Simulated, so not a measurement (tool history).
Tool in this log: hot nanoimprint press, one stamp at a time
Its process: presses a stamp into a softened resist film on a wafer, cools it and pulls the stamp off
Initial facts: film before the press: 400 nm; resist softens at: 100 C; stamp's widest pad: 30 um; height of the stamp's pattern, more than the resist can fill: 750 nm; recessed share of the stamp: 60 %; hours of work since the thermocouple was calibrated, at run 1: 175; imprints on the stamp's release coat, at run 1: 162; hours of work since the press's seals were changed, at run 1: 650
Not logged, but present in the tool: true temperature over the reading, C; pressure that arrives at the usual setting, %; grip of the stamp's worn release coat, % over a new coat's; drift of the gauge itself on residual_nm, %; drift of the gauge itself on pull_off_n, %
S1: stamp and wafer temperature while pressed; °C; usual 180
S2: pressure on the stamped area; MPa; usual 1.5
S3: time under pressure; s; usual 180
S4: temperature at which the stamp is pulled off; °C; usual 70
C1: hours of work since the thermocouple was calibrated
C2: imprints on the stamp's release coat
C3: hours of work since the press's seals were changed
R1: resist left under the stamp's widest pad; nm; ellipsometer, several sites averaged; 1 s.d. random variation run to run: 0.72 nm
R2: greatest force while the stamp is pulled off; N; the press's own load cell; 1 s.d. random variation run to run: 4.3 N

| run | hour | S1 | S2 | S3 | S4 | C1 | C2 | C3 | R1 | R2 |
|---|---|---|---|---|---|---|---|---|---|---|
| 1 | 0 | 180 | 1.5 | 180 | 70 | 175 | 162 | 650 | 242.7 | 215 |
| 2 | 24.2 | 180 | 1.5 | 180 | 77 | 191 | 280 | 666 | 242.1 | 183 |
| 3 | 52.2 | 180 | 1.5 | 180 | 77 | 208 | 416 | 683 | 241.7 | 201 |
| 4 | 79.9 | 180 | 1.5 | 180 | 77 | 226 | 551 | 700 | 243.6 | 201 |
| 5 | 110.3 | 180 | 1.5 | 180 | 77 | 245 | 700 | 720 | 244.6 | 203 |
| 6 | 140.6 | 191 | 1.5 | 180 | 77 | 264 | 847 | 739 | 170.3 | 205 |
| 7 | 160.5 | 180 | 1.5 | 180 | 70 | 276 | 944 | 751 | 243 | 250 |
| 8 | 184.6 | 180 | 1.5 | 180 | 70 | 291 | 1062 | 766 | 244.8 | 258 |
| 9 | 211.5 | 180 | 1.5 | 359 | 70 | 308 | 1193 | 783 | 199.1 | 255 |
|  | 232.3 | press's hydraulic seals changed and the load cell set to zero |
| 10 | 243.8 | 180 | 0.9 | 180 | 70 | 323 | 1311 | 7 | 300.7 | 261 |
| 11 | 261.1 | 180 | 0.9 | 180 | 70 | 334 | 1395 | 18 | 300.9 | 256 |
| 12 | 279.9 | 180 | 1.5 | 180 | 70 | 346 | 1487 | 30 | 243.9 | 270 |
|  | 285.5 | plate thermocouple calibrated |
| 13 | 298.6 | 180 | 1.5 | 180 | 70 | 8 | 1564 | 40 | 247.8 | 282 |
| 14 | 327.4 | 175 | 0.94 | 146 | 58 | 26 | 1704 | 58 | 343.6 | 347 |
|  | 339.6 | stamp cleaned and given a new release coat |
| 15 | 355.4 | 175 | 0.94 | 104 | 58 | 40 | 77 | 72 | 356.3 | 278 |

Forecast run 16:
| 16 | 381.2 | 180 | 1.5 | 242 | 74 | 56 | 203 | 88 | ? | ? |

Run 16 yielded R1 229 nm, R2 208 N.
With no hidden state in the tool, this same run would have given R1 217.1 nm, R2 195 N.
